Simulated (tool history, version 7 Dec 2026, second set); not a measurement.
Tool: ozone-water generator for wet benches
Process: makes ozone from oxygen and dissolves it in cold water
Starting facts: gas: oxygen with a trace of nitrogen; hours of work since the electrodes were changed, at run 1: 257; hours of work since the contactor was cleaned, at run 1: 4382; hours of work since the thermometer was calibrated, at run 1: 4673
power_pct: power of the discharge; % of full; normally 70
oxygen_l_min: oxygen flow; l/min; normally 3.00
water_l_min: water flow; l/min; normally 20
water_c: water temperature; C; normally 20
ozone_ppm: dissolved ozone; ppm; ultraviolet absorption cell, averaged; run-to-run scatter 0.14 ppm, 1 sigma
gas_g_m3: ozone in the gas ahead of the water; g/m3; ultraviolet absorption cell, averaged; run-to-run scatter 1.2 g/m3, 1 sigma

run   hour  power_pct  oxygen_l_min  water_l_min  water_c  hours of work since the electrodes were changed  hours of work since the contactor was cleaned  hours of work since the thermometer was calibrated  ozone_ppm  gas_g_m3
  1    0.0         70          3.00           20       20                                              257                                           4382                                                4673       14.6     213.4
  2   22.2         70          3.00           20       20                                              273                                           4398                                                4689       14.4     216.6
  3   44.6         70          3.00           20       20                                              289                                           4414                                                4705       14.7     218.2
  4   71.1         70          3.00           20       20                                              308                                           4433                                                4724       14.7     215.6
  5   94.8         70          3.00           20       20                                              325                                           4450                                                4741       14.5     216.2
  6  114.3         70          3.00           20       20                                              339                                           4464                                                4755       14.6     214.5
  7  132.6         70          3.00           20       20                                              353                                           4478                                                4769       14.7     212.6
  8  155.6         70          3.00           20       20                                              369                                           4494                                                4785       14.7     217.5
  9  188.8         70          3.00           20       14                                              393                                           4518                                                4809       15.4     214.0
 10  212.3         70          3.00           12       20                                              410                                           4535                                                4826       22.2     213.3
 11  230.0         70          3.00           20       20                                              423                                           4548                                                4839       14.4     216.9
 12  254.4         70          3.00           20       20                                              441                                           4566                                                4857       14.6     216.3
 13  268.3         84          3.42           23       24                                              451                                           4576                                                4867       14.2     229.2
 14  290.7         84          3.42           23       24                                              467                                           4592                                                4883       14.3     228.6
 15  317.4         84          3.42           23       24                                              486                                           4611                                                4902       14.4     229.0
 16  339.5         84          3.42           23       24                                              502                                           4627                                                4918       14.4     228.9
 17  360.6         52          2.01           23       24                                              517                                           4642                                                4933        8.9     206.4
 18  379.0         81          4.24           12       23                                              531                                           4656                                                4947       24.4     211.9
 19  411.0         56          1.52           19       17                                              554                                           4679                                                4970       10.4     232.0
 20  432.8         70          3.00           26       20                                              570                                           4694                                                4986       11.3     213.2
 21  460.8         70          3.00           32       24                                              590                                           4715                                                5006        9.0     216.1
 22  492.0         89          3.00           20       23                                              612                                           4737                                                5028       16.2     245.8
 23  521.7         89          3.00           20       23                                              634                                           4759                                                5050       16.0     247.4
 24  549.7         94          3.71           26       18                                              654                                           4779                                                5070       14.8     239.1

Measured less the same run without the tool's hidden state. The same run-to-run variation is in both; the gauge's scatter may not be:
Hidden state present: yield of the discharge, % of new electrodes'; contactor's efficiency, % of a clean one's; true water temperature over the reading, C; drift of the gauge itself on ozone_ppm, %; drift of the gauge itself on gas_g_m3, %.
run  ozone_ppm  gas_g_m3
  1       -0.9      -0.2
  2       -0.8      -0.2
  3       -0.9      -0.3
  4       -0.8      -0.3
  5       -0.8      -0.4
  6       -0.9      -0.4
  7       -0.9      -0.5
  8       -0.9      -0.5
  9       -0.9      -0.6
 10       -1.2      -0.7
 11       -0.9      -0.7
 12       -1.0      -0.7
 13       -1.0      -0.9
 14       -0.9      -1.0
 15       -1.0      -1.1
 16       -0.9      -1.2
 17       -0.6      -0.8
 18       -1.5      -1.2
 19       -0.7      -1.1
 20       -0.8      -1.2
 21       -0.7      -1.3
 22       -1.2      -1.8
 23       -1.2      -1.9
 24       -1.1      -2.0
